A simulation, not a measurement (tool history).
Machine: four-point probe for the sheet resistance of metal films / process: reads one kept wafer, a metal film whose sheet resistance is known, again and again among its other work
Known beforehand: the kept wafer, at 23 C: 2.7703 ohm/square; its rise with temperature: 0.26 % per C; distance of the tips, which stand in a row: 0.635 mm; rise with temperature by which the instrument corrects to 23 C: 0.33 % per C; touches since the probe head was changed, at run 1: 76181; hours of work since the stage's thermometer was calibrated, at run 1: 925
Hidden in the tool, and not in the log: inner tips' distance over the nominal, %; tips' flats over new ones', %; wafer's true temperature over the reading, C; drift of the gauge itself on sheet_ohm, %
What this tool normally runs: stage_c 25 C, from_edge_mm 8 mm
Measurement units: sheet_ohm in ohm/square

| run | hour | stage_c | from_edge_mm | touches since the probe head was changed | hours of work since the stage's thermometer was calibrated | sheet_ohm |
|---|---|---|---|---|---|---|
| 1 | 0 | 25 | 8 | 76181 | 925 | 2.776907 |
| 2 | 26.9 | 25 | 8 | 77413 | 943 | 2.776661 |
| 3 | 55.1 | 25 | 8 | 78704 | 963 | 2.777018 |
| 4 | 85.4 | 25 | 8 | 80091 | 984 | 2.776816 |
| 5 | 116.6 | 25 | 8 | 81522 | 1005 | 2.77639 |
| 6 | 161.8 | 25 | 8 | 83589 | 1037 | 2.777385 |
| 7 | 189 | 31 | 8 | 84835 | 1055 | 2.764669 |
| 8 | 243.2 | 20 | 8 | 87318 | 1093 | 2.78469 |
| 9 | 296.1 | 25 | 11 | 89743 | 1130 | 2.771314 |
| 10 | 323.8 | 25 | 5 | 91012 | 1149 | 2.789716 |
| 11 | 375.1 | 25 | 5 | 93361 | 1184 | 2.789857 |
| 12 | 422.5 | 25 | 63 | 95528 | 1217 | 2.766592 |
| 13 | 463.2 | 25 | 63 | 97392 | 1245 | 2.765922 |

Run 14 has not been measured yet. What should we expect?
| 14 | 512.5 | 23 | 4 | 99651 | 1279 | ? |

sheet_ohm: 2.807123 ohm/square
With the hidden condition absent and the run-to-run variation left alone, this run would have shown sheet_ohm 2.807986 ohm/square.
